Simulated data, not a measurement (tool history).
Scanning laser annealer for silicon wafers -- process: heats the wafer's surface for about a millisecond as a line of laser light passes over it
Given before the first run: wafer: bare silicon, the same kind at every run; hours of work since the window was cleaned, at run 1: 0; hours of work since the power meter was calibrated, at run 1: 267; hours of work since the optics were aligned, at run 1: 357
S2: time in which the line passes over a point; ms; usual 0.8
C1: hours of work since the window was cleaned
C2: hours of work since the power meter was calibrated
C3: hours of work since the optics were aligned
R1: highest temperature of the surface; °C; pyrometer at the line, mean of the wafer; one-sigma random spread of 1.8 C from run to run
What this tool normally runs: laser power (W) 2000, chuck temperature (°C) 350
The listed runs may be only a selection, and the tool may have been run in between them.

run 1 day=0 | laser_power_(W)=2000 S2=0.8 chuck_temperature_(°C)=350 | C1=0 C2=267 C3=357 | R1=1043
run 2 day=2.075 | laser_power_(W)=2000 S2=0.8 chuck_temperature_(°C)=350 | C1=37 C2=304 C3=394 | R1=1039
run 3 day=4.912 | laser_power_(W)=2000 S2=0.939 chuck_temperature_(°C)=350 | C1=88 C2=355 C3=445 | R1=1101
run 4 day=8.071 | laser_power_(W)=2000 S2=0.939 chuck_temperature_(°C)=350 | C1=145 C2=412 C3=502 | R1=1094
run 5 day=11.212 | laser_power_(W)=1754 S2=0.8 chuck_temperature_(°C)=350 | C1=201 C2=468 C3=558 | R1=933
run 6 day=13.404 | laser_power_(W)=1754 S2=0.8 chuck_temperature_(°C)=350 | C1=241 C2=508 C3=597 | R1=931
run 7 day=17.138 | laser_power_(W)=1754 S2=0.8 chuck_temperature_(°C)=350 | C1=308 C2=575 C3=664 | R1=928
run 8 day=19.208 | laser_power_(W)=1754 S2=0.8 chuck_temperature_(°C)=350 | C1=345 C2=612 C3=701 | R1=923
-- day=19.796 window over the wafer cleaned
run 9 day=22.479 | laser_power_(W)=1754 S2=0.8 chuck_temperature_(°C)=350 | C1=48 C2=669 C3=759 | R1=941
run 10 day=25.071 | laser_power_(W)=2000 S2=0.8 chuck_temperature_(°C)=350 | C1=95 C2=716 C3=805 | R1=1035
run 11 day=27.512 | laser_power_(W)=2000 S2=0.8 chuck_temperature_(°C)=350 | C1=139 C2=759 C3=849 | R1=1034
-- day=29.954 optics aligned, line set to its width
run 12 day=29.954 | laser_power_(W)=2073 S2=0.583 chuck_temperature_(°C)=369 | C1=179 C2=800 C3=0 | R1=974
run 13 day=32.429 | laser_power_(W)=2073 S2=0.638 chuck_temperature_(°C)=384 | C1=223 C2=844 C3=44 | R1=1014
run 14 day=33.962 | laser_power_(W)=2073 S2=0.638 chuck_temperature_(°C)=384 | C1=251 C2=871 C3=72 | R1=1009
run 15 day=37.183 | laser_power_(W)=1728 S2=0.857 chuck_temperature_(°C)=358 | C1=308 C2=929 C3=130 | R1=952
run 16 day=39.125 | laser_power_(W)=1760 S2=0.77 chuck_temperature_(°C)=350 | C1=343 C2=964 C3=165 | R1=919
-- day=39.8 window over the wafer cleaned
run 17 day=41.8 | laser_power_(W)=1964 S2=0.568 chuck_temperature_(°C)=373 | C1=36 C2=1011 C3=211 | R1=943
run 18 day=43.854 | laser_power_(W)=2145 S2=0.8 chuck_temperature_(°C)=350 | C1=73 C2=1047 C3=248 | R1=1102
run 19 day=46.475 | laser_power_(W)=1706 S2=0.62 chuck_temperature_(°C)=350 | C1=120 C2=1095 C3=295 | R1=855
run 20 day=48.775 | laser_power_(W)=1916 S2=0.756 chuck_temperature_(°C)=350 | C1=161 C2=1136 C3=336 | R1=984

Across each entry between runs, compare the hidden state at the last listed run before it with the hidden state at the first listed run after it:
Runs 8 to 9: window over the wafer cleaned (day 19.796)
  light that passes the window, % of a clean one's: 95.92 -> 99.27; laser's true power over the reading, %: 0.42 -> 0.44; width of the line over the set one, %: 1.87 -> 2.01
  measured result minus the result with no hidden state, R1: -31 -> -9 °C
Runs 11 to 12: optics aligned, line set to its width (day 29.954)
  light that passes the window, % of a clean one's: 98.26 -> 97.85; laser's true power over the reading, %: 0.48 -> 0.5; width of the line over the set one, %: 2.23 -> 0.05
  measured result minus the result with no hidden state, R1: -19 -> -12 °C
Runs 16 to 17: window over the wafer cleaned (day 39.8)
  light that passes the window, % of a clean one's: 96.05 -> 99.51; laser's true power over the reading, %: 0.57 -> 0.59; width of the line over the set one, %: 0.45 -> 0.56
  measured result minus the result with no hidden state, R1: -24 -> -2 °C

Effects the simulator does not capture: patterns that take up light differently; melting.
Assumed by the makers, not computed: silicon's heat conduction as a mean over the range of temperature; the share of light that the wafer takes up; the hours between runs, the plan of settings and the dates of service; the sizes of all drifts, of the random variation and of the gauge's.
